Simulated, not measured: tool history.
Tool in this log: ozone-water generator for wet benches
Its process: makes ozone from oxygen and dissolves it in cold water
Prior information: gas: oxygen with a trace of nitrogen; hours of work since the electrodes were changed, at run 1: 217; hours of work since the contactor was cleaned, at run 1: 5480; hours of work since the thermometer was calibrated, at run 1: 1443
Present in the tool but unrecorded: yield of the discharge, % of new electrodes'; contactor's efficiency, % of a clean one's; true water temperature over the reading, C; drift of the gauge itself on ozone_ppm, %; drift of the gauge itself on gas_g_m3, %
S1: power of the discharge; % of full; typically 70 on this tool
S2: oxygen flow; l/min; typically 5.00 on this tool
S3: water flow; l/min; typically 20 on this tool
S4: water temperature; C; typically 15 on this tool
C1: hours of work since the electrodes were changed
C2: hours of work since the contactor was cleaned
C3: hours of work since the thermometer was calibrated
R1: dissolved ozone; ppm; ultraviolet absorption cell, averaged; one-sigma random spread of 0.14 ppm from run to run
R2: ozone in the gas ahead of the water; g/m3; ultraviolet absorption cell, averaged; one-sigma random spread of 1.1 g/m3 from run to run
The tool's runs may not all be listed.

Run 1, hour 0.0: usual settings; C1 217; C2 5480; C3 1443. Result: R1 16.9 ppm, R2 198.1 g/m3.
Run 2, hour 26.6: usual settings but S4 14 C; C1 235; C2 5499; C3 1462. Result: R1 17.3 ppm, R2 198.6 g/m3.
Run 3, hour 64.7: usual settings but S4 14 C; C1 262; C2 5525; C3 1488. Result: R1 17.1 ppm, R2 200.7 g/m3.
Run 4, hour 82.1: usual settings but S2 7.36 l/min, S4 14 C; C1 274; C2 5538; C3 1500. Result: R1 18.7 ppm, R2 173.6 g/m3.
Run 5, hour 112.4: usual settings but S2 7.36 l/min, S4 14 C; C1 295; C2 5559; C3 1522. Result: R1 18.3 ppm, R2 175.3 g/m3.
Run 6, hour 149.5: usual settings but S2 7.36 l/min, S4 14 C; C1 321; C2 5585; C3 1547. Result: R1 18.7 ppm, R2 175.0 g/m3.
Run 7, hour 172.9: usual settings but S2 7.36 l/min, S4 14 C; C1 338; C2 5601; C3 1564. Result: R1 18.4 ppm, R2 174.6 g/m3.
Run 8, hour 199.0: usual settings but S2 7.36 l/min, S3 22 l/min, S4 14 C; C1 356; C2 5619; C3 1582. Result: R1 17.0 ppm, R2 172.5 g/m3.
Run 9, hour 237.0: usual settings but S3 13 l/min; C1 383; C2 5646; C3 1609. Result: R1 25.9 ppm, R2 198.1 g/m3.
Run 10, hour 261.1: usual settings but S3 26 l/min; C1 399; C2 5663; C3 1626. Result: R1 12.7 ppm, R2 198.0 g/m3.
Run 11, hour 300.3: usual settings but S3 26 l/min; C1 427; C2 5690; C3 1653. Result: R1 12.7 ppm, R2 201.1 g/m3.
Run 12, hour 329.0: usual settings but S3 19 l/min; C1 447; C2 5710; C3 1673. Result: R1 17.8 ppm, R2 197.8 g/m3.
Run 13, hour 354.2: usual settings but S3 19 l/min; C1 465; C2 5728; C3 1691. Result: R1 17.8 ppm, R2 198.7 g/m3.
Run 14, hour 373.5: usual settings but S2 2.73 l/min; C1 478; C2 5741; C3 1704. Result: R1 14.2 ppm, R2 244.8 g/m3.
Run 15, hour 398.3: usual settings but S2 2.73 l/min; C1 495; C2 5759; C3 1721. Result: R1 14.0 ppm, R2 245.8 g/m3.
Run 16, hour 421.7: usual settings but S2 2.73 l/min; C1 512; C2 5775; C3 1738. Result: R1 14.2 ppm, R2 245.4 g/m3.
Run 17, hour 446.0: usual settings but S2 2.73 l/min; C1 529; C2 5792; C3 1755. Result: R1 14.1 ppm, R2 244.6 g/m3.
Run 18, hour 477.6: usual settings but S3 16 l/min; C1 551; C2 5814; C3 1777. Result: R1 21.5 ppm, R2 200.3 g/m3.
Run 19, hour 501.7: usual settings but S2 3.41 l/min; C1 568; C2 5831; C3 1794. Result: R1 15.3 ppm, R2 226.7 g/m3.
Run 20, hour 538.4: usual settings but S2 3.41 l/min; C1 593; C2 5857; C3 1819. Result: R1 15.1 ppm, R2 226.1 g/m3.

The next listed run, before its measurement:
Run 21, hour 571.7: usual settings but S1 74 % of full, S2 3.41 l/min; C1 617; C2 5880; C3 1843. Result: R1 ?, R2 ?.

{"run 21": {"R1": 15.8, "R2": 238.0}}
Take away the tool's hidden state, keep the run-to-run variation as it was, and the same run would have given R1 15.8 ppm, R2 238.1 g/m3.
